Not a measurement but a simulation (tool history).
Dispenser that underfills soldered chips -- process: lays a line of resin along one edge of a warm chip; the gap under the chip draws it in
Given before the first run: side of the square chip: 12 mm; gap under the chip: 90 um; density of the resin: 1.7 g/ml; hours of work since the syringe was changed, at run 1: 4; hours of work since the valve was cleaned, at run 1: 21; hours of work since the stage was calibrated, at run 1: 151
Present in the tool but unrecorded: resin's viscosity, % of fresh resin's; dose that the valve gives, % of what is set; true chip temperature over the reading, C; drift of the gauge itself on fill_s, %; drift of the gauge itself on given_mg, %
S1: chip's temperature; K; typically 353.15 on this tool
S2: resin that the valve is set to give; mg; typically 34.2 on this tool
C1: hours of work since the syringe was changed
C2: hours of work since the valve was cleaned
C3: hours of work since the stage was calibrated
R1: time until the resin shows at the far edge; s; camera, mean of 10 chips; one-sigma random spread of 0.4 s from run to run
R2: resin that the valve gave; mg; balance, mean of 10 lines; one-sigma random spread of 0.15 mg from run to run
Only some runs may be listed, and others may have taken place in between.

Run 1, hour 0: usual settings; C1 4; C2 21; C3 151. Result: R1 34.6 s, R2 33.83 mg.
Run 2, hour 5: usual settings; C1 8; C2 24; C3 155. Result: R1 38.4 s, R2 33.29 mg.
At hour 5.9: new syringe of resin.
Run 3, hour 8.5: usual settings but S1 362.15 K; C1 2; C2 27; C3 157. Result: R1 19.8 s, R2 33.52 mg.
Run 4, hour 11.3: usual settings but S2 32 mg; C1 4; C2 29; C3 159. Result: R1 34.3 s, R2 31.22 mg.
Run 5, hour 14.6: usual settings but S2 32 mg; C1 6; C2 31; C3 162. Result: R1 37 s, R2 31.05 mg.
At hour 17.7: new syringe of resin.
Run 6, hour 18.3: usual settings but S2 32 mg; C1 0; C2 34; C3 164. Result: R1 30 s, R2 31.04 mg.
Run 7, hour 21.9: usual settings but S2 32 mg; C1 3; C2 36; C3 167. Result: R1 32.7 s, R2 31.02 mg.
Run 8, hour 24.4: usual settings but S2 32 mg; C1 5; C2 38; C3 168. Result: R1 35.3 s, R2 31.07 mg.
Run 9, hour 28.1: usual settings but S2 36.8 mg; C1 7; C2 41; C3 171. Result: R1 37.4 s, R2 35.34 mg.
At hour 29.7: new syringe of resin.
Run 10, hour 33.1: usual settings but S2 36.8 mg; C1 2; C2 44; C3 174. Result: R1 31.1 s, R2 35.23 mg.
Run 11, hour 36.7: usual settings but S2 36.8 mg; C1 5; C2 47; C3 177. Result: R1 34.7 s, R2 35.31 mg.
Run 12, hour 40.1: usual settings but S2 30.2 mg; C1 7; C2 49; C3 179. Result: R1 39.4 s, R2 28.82 mg.
At hour 41.7: new syringe of resin.
Run 13, hour 44.2: usual settings; C1 2; C2 52; C3 182. Result: R1 31.3 s, R2 32.54 mg.
Run 14, hour 46.6: usual settings; C1 4; C2 54; C3 184. Result: R1 32.9 s, R2 32.96 mg.
Run 15, hour 48.9: usual settings but S2 31.3 mg; C1 5; C2 55; C3 185. Result: R1 35.7 s, R2 29.87 mg.
Run 16, hour 51.3: usual settings but S2 31.3 mg; C1 7; C2 57; C3 187. Result: R1 37.9 s, R2 29.85 mg.
At hour 53.5: new syringe of resin.
Run 17, hour 55.3: usual settings but S2 31.3 mg; C1 1; C2 60; C3 190. Result: R1 30.7 s, R2 29.69 mg.
Run 18, hour 58.2: usual settings but S2 31.3 mg; C1 3; C2 62; C3 192. Result: R1 34.4 s, R2 29.72 mg.
At hour 61.4: dispensing valve cleaned and set on the balance.
Run 19, hour 62.2: usual settings; C1 6; C2 1; C3 194. Result: R1 34.4 s, R2 34.2 mg.
At hour 66.2: new syringe of resin.
Run 20, hour 67.6: usual settings but S2 29.5 mg; C1 1; C2 4; C3 198. Result: R1 31.7 s, R2 29.28 mg.
Run 21, hour 70.8: usual settings but S2 29.5 mg; C1 3; C2 7; C3 200. Result: R1 33.7 s, R2 29.46 mg.
Run 22, hour 75.3: usual settings but S1 362.15 K, S2 37 mg; C1 7; C2 10; C3 203. Result: R1 24.4 s, R2 36.73 mg.
At hour 78.3: new syringe of resin.
Run 23, hour 79.1: usual settings but S1 355.15 K, S2 35.5 mg; C1 1; C2 12; C3 206. Result: R1 27.3 s, R2 35.22 mg.
Run 24, hour 84.1: usual settings but S1 360.15 K, S2 39.1 mg; C1 4; C2 16; C3 209. Result: R1 23.5 s, R2 38.7 mg.
Run 25, hour 89.1: usual settings but S2 32.5 mg; C1 8; C2 19; C3 213. Result: R1 39.4 s, R2 32.3 mg.
At hour 90.3: new syringe of resin.
Run 26, hour 92.6: usual settings but S1 354.15 K, S2 33.8 mg; C1 2; C2 22; C3 215. Result: R1 30 s, R2 33.26 mg.
Run 27, hour 97.6: usual settings but S1 344.15 K, S2 39.1 mg; C1 5; C2 25; C3 219. Result: R1 56.3 s, R2 38.31 mg.
At hour 102.1: new syringe of resin.
Run 28, hour 102.3: usual settings but S1 362.15 K, S2 41.5 mg; C1 0; C2 29; C3 222. Result: R1 19.9 s, R2 40.35 mg.
Run 29, hour 106.6: usual settings but S1 362.15 K, S2 41.5 mg; C1 3; C2 32; C3 225. Result: R1 20.7 s, R2 40.67 mg.
Run 30, hour 110.6: usual settings but S1 362.15 K, S2 41.5 mg; C1 6; C2 34; C3 228. Result: R1 22.7 s, R2 40.52 mg.
At hour 114.1: new syringe of resin.
Run 31, hour 114.9: usual settings but S1 345.15 K; C1 1; C2 37; C3 231. Result: R1 46.7 s, R2 32.83 mg.
Run 32, hour 118.3: usual settings but S1 350.15 K, S2 33.6 mg; C1 3; C2 40; C3 233. Result: R1 37.8 s, R2 32.7 mg.
Run 33, hour 123.1: usual settings but S1 350.15 K, S2 33.6 mg; C1 7; C2 43; C3 237. Result: R1 43.9 s, R2 32.1 mg.
At hour 125.9: new syringe of resin.
Run 34, hour 127.8: usual settings but S1 340.15 K, S2 32.7 mg; C1 1; C2 46; C3 240. Result: R1 64 s, R2 31.55 mg.
Run 35, hour 132.5: usual settings but S1 359.15 K, S2 40.8 mg; C1 5; C2 50; C3 243. Result: R1 25.8 s, R2 39.1 mg.
At hour 137.7: new syringe of resin.
Run 36, hour 137.9: usual settings but S1 359.15 K, S2 40.8 mg; C1 0; C2 53; C3 247. Result: R1 22.3 s, R2 38.97 mg.

3 ways to go on from here, each from the tool as it stands after run 36. What would each give?
Run A, hour 142.9: usual settings but S1 367.15 K, S2 42.6 mg; C1 4; C2 57; C3 251. Result: R1 ?, R2 ?.
Run B, hour 142.9: usual settings but S1 356.15 K, S2 30.4 mg; C1 4; C2 57; C3 251. Result: R1 ?, R2 ?.
Run C, hour 142.9: usual settings but S1 359.15 K, S2 33.1 mg; C1 4; C2 57; C3 251. Result: R1 ?, R2 ?.

run    R1     R2
  A  17.2   40.5
  B  31.2  28.92
  C  26.2  31.59
With the hidden condition removed and each run's random variation left untouched, the same runs would have given:
run    R1     R2
  A  13.5  42.52
  B    24  30.36
  C  20.4  33.17

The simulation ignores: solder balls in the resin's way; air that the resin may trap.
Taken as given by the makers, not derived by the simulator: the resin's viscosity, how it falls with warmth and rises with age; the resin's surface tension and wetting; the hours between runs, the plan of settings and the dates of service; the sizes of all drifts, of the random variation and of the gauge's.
